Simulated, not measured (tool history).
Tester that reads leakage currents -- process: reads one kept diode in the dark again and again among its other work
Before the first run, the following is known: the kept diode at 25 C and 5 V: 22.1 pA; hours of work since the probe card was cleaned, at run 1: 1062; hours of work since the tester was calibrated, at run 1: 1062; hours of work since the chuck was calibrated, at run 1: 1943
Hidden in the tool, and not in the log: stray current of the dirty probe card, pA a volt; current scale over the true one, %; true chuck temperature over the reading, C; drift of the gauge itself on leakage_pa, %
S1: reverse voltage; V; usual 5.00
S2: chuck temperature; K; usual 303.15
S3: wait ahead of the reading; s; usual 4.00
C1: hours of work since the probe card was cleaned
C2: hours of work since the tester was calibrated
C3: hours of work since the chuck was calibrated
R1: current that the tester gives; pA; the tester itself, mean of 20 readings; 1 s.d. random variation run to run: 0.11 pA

run 1 day=0.000 | S1=5.00 S2=303.15 S3=4.00 | C1=1062 C2=1062 C3=1943 | R1=35.35
run 2 day=2.258 | S1=2.26 S2=303.15 S3=4.00 | C1=1101 C2=1101 C3=1982 | R1=22.46
run 3 day=3.979 | S1=2.26 S2=303.15 S3=4.00 | C1=1131 C2=1131 C3=2013 | R1=22.74
run 4 day=6.833 | S1=5.00 S2=303.15 S3=4.00 | C1=1182 C2=1182 C3=2063 | R1=35.37
run 5 day=9.688 | S1=5.00 S2=303.15 S3=4.00 | C1=1232 C2=1232 C3=2113 | R1=35.66
run 6 day=12.008 | S1=5.00 S2=303.15 S3=4.00 | C1=1272 C2=1272 C3=2154 | R1=35.54
run 7 day=14.354 | S1=1.65 S2=303.15 S3=4.00 | C1=1314 C2=1314 C3=2195 | R1=19.14
run 8 day=15.729 | S1=5.97 S2=318.15 S3=0.64 | C1=1338 C2=1338 C3=2219 | R1=111.39
-- day=16.046 tester calibrated
run 9 day=17.238 | S1=5.00 S2=303.15 S3=3.74 | C1=1363 C2=21 C3=2244 | R1=35.83
run 10 day=18.925 | S1=5.00 S2=310.15 S3=4.02 | C1=1392 C2=51 C3=2274 | R1=57.40
-- day=21.662 tester calibrated, once more
run 11 day=21.679 | S1=3.71 S2=322.15 S3=0.74 | C1=1439 C2=0 C3=2320 | R1=112.53

Here are 5 independent what-if runs from the current tool condition. What would each one return?
run A day=23.600 | S1=1.21 S2=296.15 S3=4.00 | C1=1473 C2=34 C3=2354 | R1=?
run B day=23.600 | S1=1.57 S2=305.15 S3=0.57 | C1=1473 C2=34 C3=2354 | R1=?
run C day=23.600 | S1=3.28 S2=303.15 S3=4.00 | C1=1473 C2=34 C3=2354 | R1=?
run D day=23.600 | S1=3.71 S2=322.15 S3=5.34 | C1=1473 C2=34 C3=2354 | R1=?
run E day=23.600 | S1=5.00 S2=312.15 S3=4.00 | C1=1473 C2=34 C3=2354 | R1=?

run=A R1=9.77
run=B R1=22.27
run=C R1=28.22
run=D R1=110.44
run=E R1=65.44
With no hidden state in the tool, these same runs would have given:
run=A R1=9.44
run=B R1=23.08
run=C R1=27.40
run=D R1=119.86
run=E R1=67.17
